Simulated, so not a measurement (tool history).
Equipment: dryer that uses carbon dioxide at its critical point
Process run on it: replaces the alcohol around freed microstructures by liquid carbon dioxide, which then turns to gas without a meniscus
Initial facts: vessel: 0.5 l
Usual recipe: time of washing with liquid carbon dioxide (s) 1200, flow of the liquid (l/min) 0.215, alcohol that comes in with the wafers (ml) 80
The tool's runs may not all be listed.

| run | hour | time of washing with liquid carbon dioxide (s) | flow of the liquid (l/min) | alcohol that comes in with the wafers (ml) | alcohol left in the vessel before it's heated (ppm by volume) |
|---|---|---|---|---|---|
| 1 | 0 | 1200 | 0.215 | 80 | 382 |
| 2 | 15.2 | 1200 | 0.215 | 80 | 385 |
| 3 | 31.2 | 1200 | 0.215 | 80 | 375 |
| 4 | 49.3 | 1200 | 0.215 | 80 | 402 |
| 5 | 62.1 | 1200 | 0.215 | 80 | 381 |
| 6 | 75.2 | 1200 | 0.215 | 80 | 400 |
| 7 | 93.4 | 1200 | 0.215 | 80 | 380 |
| 8 | 108.6 | 1200 | 0.219 | 80 | 370 |
| 9 | 128.9 | 1200 | 0.219 | 80 | 368 |
| 10 | 150.7 | 1200 | 0.226 | 80 | 320 |
| 11 | 166.5 | 1200 | 0.139 | 31 | 1166 |
| 12 | 185 | 1800 | 0.258 | 96 | 60 |
| 13 | 201.2 | 900 | 0.215 | 101 | 2244 |
| 14 | 211.6 | 1020 | 0.215 | 29 | 395 |
| 15 | 224.5 | 1200 | 0.259 | 90 | 178 |
| 16 | 236 | 1200 | 0.259 | 90 | 186 |
| 17 | 257.7 | 960 | 0.224 | 69 | 964 |
| 18 | 269 | 960 | 0.224 | 69 | 968 |

3 options for the next run, each taken on its own from the tool as it stands now. Forecast them:
| A | 288.4 | 1440 | 0.224 | 69 | ? |
| B | 288.4 | 1200 | 0.224 | 25 | ? |
| C | 288.4 | 1680 | 0.156 | 77 | ? |

| run | alcohol left in the vessel before it's heated (ppm by volume) |
|---|---|
| A | 135 |
| B | 152 |
| C | 392 |
What these runs would have given with no unlogged condition in the tool:
| run | alcohol left in the vessel before it's heated (ppm by volume) |
|---|---|
| A | 57 |
| B | 72 |
| C | 241 |
